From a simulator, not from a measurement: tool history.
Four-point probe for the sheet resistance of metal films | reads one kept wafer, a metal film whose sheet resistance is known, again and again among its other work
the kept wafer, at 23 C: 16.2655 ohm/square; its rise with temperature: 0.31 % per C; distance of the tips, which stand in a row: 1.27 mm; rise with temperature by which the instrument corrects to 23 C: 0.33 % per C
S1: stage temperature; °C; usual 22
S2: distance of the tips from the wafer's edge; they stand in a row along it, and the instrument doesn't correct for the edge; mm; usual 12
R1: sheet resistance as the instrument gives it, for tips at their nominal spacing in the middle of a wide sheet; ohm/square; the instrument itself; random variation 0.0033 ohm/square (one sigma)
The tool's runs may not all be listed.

run,hour,S1,S2,R1
1,0,22,12,16.367726
2,49,22,12,16.366208
3,73.4,22,47,16.27372
4,106.2,22,10,16.407819
5,157.5,22,10,16.416233
6,204.2,31,12,16.327954
7,245.3,31,12,16.332794
8,281.9,22,12,16.365157
9,315.9,22,5,16.809022
10,373.9,22,12,16.364253
11,420.3,22,12,16.363057
12,457.5,22,12,16.369471
13,515.7,22,12,16.364431
14,561.8,22,12,16.364312
15,617.2,22,12,16.369085
16,652.9,24,12,16.361937
17,692.9,18,20,16.327625
18,749.4,18,20,16.315966

Forecast run 19:
19,782,34,33,?

Run 19 gave R1 16.235256 ohm/square.
Without the tool's hidden state the same run would have given R1 16.236347 ohm/square.
